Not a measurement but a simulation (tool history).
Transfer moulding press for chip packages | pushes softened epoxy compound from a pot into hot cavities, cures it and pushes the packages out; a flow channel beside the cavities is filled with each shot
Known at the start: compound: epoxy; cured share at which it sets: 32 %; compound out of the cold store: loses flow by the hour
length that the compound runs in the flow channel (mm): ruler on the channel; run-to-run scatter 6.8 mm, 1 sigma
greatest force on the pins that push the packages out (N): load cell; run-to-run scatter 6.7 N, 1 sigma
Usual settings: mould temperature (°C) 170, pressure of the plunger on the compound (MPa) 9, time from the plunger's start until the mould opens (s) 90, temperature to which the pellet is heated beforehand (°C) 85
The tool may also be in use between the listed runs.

| run | hour | mould temperature (°C) | pressure of the plunger on the compound (MPa) | time from the plunger's start until the mould opens (s) | temperature to which the pellet is heated beforehand (°C) | incoming compound's hours out of the cold store | length that the compound runs in the flow channel (mm) | greatest force on the pins that push the packages out (N) |
|---|---|---|---|---|---|---|---|---|
| 1 | 0 | 170 | 9 | 90 | 85 | 41.4 | 702 | 259 |
| 2 | 23.3 | 170 | 9 | 90 | 85 | 46.3 | 677 | 274 |
|  | 47.9 | plunger's sealing rings changed |
|  | 58.6 | cavities cleaned with cleaning compound and waxed |
| 3 | 67.2 | 170 | 9 | 90 | 85 | 17.6 | 754 | 270 |
| 4 | 91.4 | 170 | 7.39 | 90 | 85 | 37.8 | 641 | 275 |
| 5 | 132.4 | 170 | 9 | 90 | 85 | 42.4 | 681 | 277 |
|  | 140.8 | cavities cleaned with cleaning compound and waxed |
| 6 | 172.9 | 170 | 7.07 | 90 | 85 | 14 | 672 | 282 |
| 7 | 199.9 | 175 | 7.07 | 127 | 85 | 43 | 593 | 247 |
|  | 221.5 | cavities cleaned with cleaning compound and waxed |
| 8 | 248.7 | 167 | 9 | 89 | 85 | 9.5 | 787 | 301 |
| 9 | 284.2 | 170 | 10.97 | 90 | 93 | 41.6 | 760 | 272 |
|  | 303.6 | cavities cleaned with cleaning compound and waxed |
| 10 | 321.3 | 165 | 10.9 | 73 | 83 | 25.6 | 827 | 491 |
| 11 | 342.3 | 176 | 8.71 | 90 | 77 | 35.6 | 672 | 258 |
|  | 385 | cavities cleaned with cleaning compound and waxed |
| 12 | 396.1 | 176 | 8.71 | 90 | 77 | 15.6 | 737 | 251 |

Here are 5 independent what-if runs from the current tool condition. What would each one return?
| A | 423.3 | 167 | 9.66 | 126 | 77 | 15.6 | ? | ? |
| B | 423.3 | 170 | 9 | 90 | 86 | 15.7 | ? | ? |
| C | 423.3 | 170 | 9 | 90 | 78 | 35.4 | ? | ? |
| D | 423.3 | 168 | 9 | 90 | 85 | 28 | ? | ? |
| E | 423.3 | 163 | 8.18 | 90 | 93 | 18.8 | ? | ? |

| run | length that the compound runs in the flow channel (mm) | greatest force on the pins that push the packages out (N) |
|---|---|---|
| A | 807 | 264 |
| B | 765 | 260 |
| C | 708 | 272 |
| D | 732 | 277 |
| E | 733 | 370 |
Take away the tool's hidden state, keep each run's random variation, and the runs would have read:
| run | length that the compound runs in the flow channel (mm) | greatest force on the pins that push the packages out (N) |
|---|---|---|
| A | 807 | 261 |
| B | 766 | 258 |
| C | 709 | 269 |
| D | 733 | 274 |
| E | 734 | 365 |
